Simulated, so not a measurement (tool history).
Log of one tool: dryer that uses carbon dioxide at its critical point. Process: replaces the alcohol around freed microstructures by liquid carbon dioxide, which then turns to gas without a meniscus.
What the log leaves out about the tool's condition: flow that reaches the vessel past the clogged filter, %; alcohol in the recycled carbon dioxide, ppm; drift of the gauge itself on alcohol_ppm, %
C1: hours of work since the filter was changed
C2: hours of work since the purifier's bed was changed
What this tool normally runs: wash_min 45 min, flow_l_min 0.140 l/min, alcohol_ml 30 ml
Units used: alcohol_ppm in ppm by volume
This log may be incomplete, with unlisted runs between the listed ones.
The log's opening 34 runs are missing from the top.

run 35 hour=1411.8 | wash_min=33 flow_l_min=0.140 alcohol_ml=23 | C1=426 C2=121 | alcohol_ppm=810
run 36 hour=1458.0 | wash_min=33 flow_l_min=0.140 alcohol_ml=23 | C1=450 C2=146 | alcohol_ppm=859
run 37 hour=1510.0 | wash_min=31 flow_l_min=0.140 alcohol_ml=119 | C1=478 C2=173 | alcohol_ppm=5365
run 38 hour=1542.3 | wash_min=31 flow_l_min=0.140 alcohol_ml=119 | C1=495 C2=190 | alcohol_ppm=5519
run 39 hour=1603.0 | wash_min=41 flow_l_min=0.221 alcohol_ml=56 | C1=527 C2=222 | alcohol_ppm=111
run 40 hour=1642.3 | wash_min=65 flow_l_min=0.222 alcohol_ml=23 | C1=548 C2=243 | alcohol_ppm=39
run 41 hour=1667.5 | wash_min=33 flow_l_min=0.140 alcohol_ml=30 | C1=561 C2=257 | alcohol_ppm=1204
-- hour=1685.5 inlet filter changed
run 42 hour=1708.5 | wash_min=59 flow_l_min=0.190 alcohol_ml=71 | C1=12 C2=278 | alcohol_ppm=56
run 43 hour=1737.4 | wash_min=39 flow_l_min=0.202 alcohol_ml=40 | C1=27 C2=293 | alcohol_ppm=112
run 44 hour=1782.1 | wash_min=39 flow_l_min=0.202 alcohol_ml=40 | C1=51 C2=317 | alcohol_ppm=117
run 45 hour=1828.6 | wash_min=34 flow_l_min=0.140 alcohol_ml=39 | C1=76 C2=341 | alcohol_ppm=923
run 46 hour=1884.8 | wash_min=34 flow_l_min=0.140 alcohol_ml=39 | C1=106 C2=371 | alcohol_ppm=912

Branching from run 46: 5 alternative next runs. What would each branch give?
run A hour=1915.3 | wash_min=45 flow_l_min=0.087 alcohol_ml=30 | C1=122 C2=387 | alcohol_ppm=?
run B hour=1915.3 | wash_min=28 flow_l_min=0.140 alcohol_ml=114 | C1=122 C2=387 | alcohol_ppm=?
run C hour=1915.3 | wash_min=45 flow_l_min=0.140 alcohol_ml=92 | C1=122 C2=387 | alcohol_ppm=?
run D hour=1915.3 | wash_min=58 flow_l_min=0.102 alcohol_ml=116 | C1=122 C2=387 | alcohol_ppm=?
run E hour=1915.3 | wash_min=45 flow_l_min=0.122 alcohol_ml=55 | C1=122 C2=387 | alcohol_ppm=?

run=A alcohol_ppm=1589
run=B alcohol_ppm=5215
run=C alcohol_ppm=686
run=D alcohol_ppm=1236
run=E alcohol_ppm=795
Take away the tool's hidden state, keep each run's random variation, and the runs would have read:
run=A alcohol_ppm=1372
run=B alcohol_ppm=4615
run=C alcohol_ppm=524
run=D alcohol_ppm=998
run=E alcohol_ppm=629
